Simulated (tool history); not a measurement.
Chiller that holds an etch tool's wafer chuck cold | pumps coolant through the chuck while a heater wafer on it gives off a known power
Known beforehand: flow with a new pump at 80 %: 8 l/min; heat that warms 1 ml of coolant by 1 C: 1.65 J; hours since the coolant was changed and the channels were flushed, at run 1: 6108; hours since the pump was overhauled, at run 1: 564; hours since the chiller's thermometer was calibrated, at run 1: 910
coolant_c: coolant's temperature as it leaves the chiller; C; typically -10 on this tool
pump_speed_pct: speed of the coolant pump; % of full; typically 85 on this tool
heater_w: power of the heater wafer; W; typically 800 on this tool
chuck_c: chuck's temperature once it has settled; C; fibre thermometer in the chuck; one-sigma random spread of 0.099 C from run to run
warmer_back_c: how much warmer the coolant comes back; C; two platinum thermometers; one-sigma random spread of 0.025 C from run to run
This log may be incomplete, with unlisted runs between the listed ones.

| run | day | coolant_c | pump_speed_pct | heater_w | hours since the coolant was changed and the channels were flushed | hours since the pump was overhauled | hours since the chiller's thermometer was calibrated | chuck_c | warmer_back_c |
|---|---|---|---|---|---|---|---|---|---|
| 1 | 0.000 | -10 | 85 | 800 | 6108 | 564 | 910 | -3.11 | 3.39 |
| 2 | 0.846 | -10 | 85 | 800 | 6128 | 584 | 930 | -3.23 | 3.42 |
| 3 | 1.829 | -10 | 85 | 800 | 6152 | 608 | 954 | -3.00 | 3.41 |
| 4 | 3.054 | -10 | 85 | 1191 | 6181 | 637 | 983 | 0.39 | 5.02 |
| 5 | 3.892 | -10 | 85 | 464 | 6201 | 657 | 1004 | -6.13 | 1.94 |
| 6 | 4.604 | -10 | 85 | 464 | 6218 | 674 | 1021 | -5.88 | 1.97 |
| 7 | 5.942 | -10 | 85 | 464 | 6250 | 706 | 1053 | -6.10 | 1.95 |
| 8 | 7.208 | -14 | 85 | 416 | 6281 | 737 | 1083 | -10.41 | 1.75 |
| 9 | 7.983 | -3 | 76 | 635 | 6299 | 755 | 1102 | 3.15 | 3.05 |
| 10 | 8.796 | -6 | 85 | 800 | 6319 | 775 | 1121 | 0.80 | 3.36 |
| 11 | 9.383 | -16 | 85 | 720 | 6333 | 789 | 1135 | -9.77 | 3.06 |
| 12 | 10.117 | -16 | 85 | 720 | 6351 | 806 | 1153 | -9.67 | 3.01 |
| 13 | 11.275 | -16 | 85 | 720 | 6378 | 834 | 1181 | -9.78 | 3.06 |
| 14 | 12.196 | -3 | 85 | 720 | 6400 | 856 | 1203 | 3.28 | 3.05 |

Below are 5 alternative next runs, each starting from the tool's condition after run 14. Predict each:
| A | 12.912 | -10 | 75 | 800 | 6418 | 874 | 1220 | ? | ? |
| B | 12.912 | -8 | 60 | 805 | 6418 | 874 | 1220 | ? | ? |
| C | 12.912 | -14 | 95 | 435 | 6418 | 874 | 1220 | ? | ? |
| D | 12.912 | -1 | 62 | 908 | 6418 | 874 | 1220 | ? | ? |
| E | 12.912 | -5 | 85 | 720 | 6418 | 874 | 1220 | ? | ? |

| run | chuck_c | warmer_back_c |
|---|---|---|
| A | -2.21 | 3.90 |
| B | 1.69 | 5.01 |
| C | -10.68 | 1.61 |
| D | 9.74 | 5.42 |
| E | 1.15 | 3.05 |
Without the tool's hidden state the same runs would have given:
| run | chuck_c | warmer_back_c |
|---|---|---|
| A | -2.22 | 3.90 |
| B | 1.68 | 5.01 |
| C | -10.68 | 1.61 |
| D | 9.72 | 5.42 |
| E | 1.14 | 3.05 |
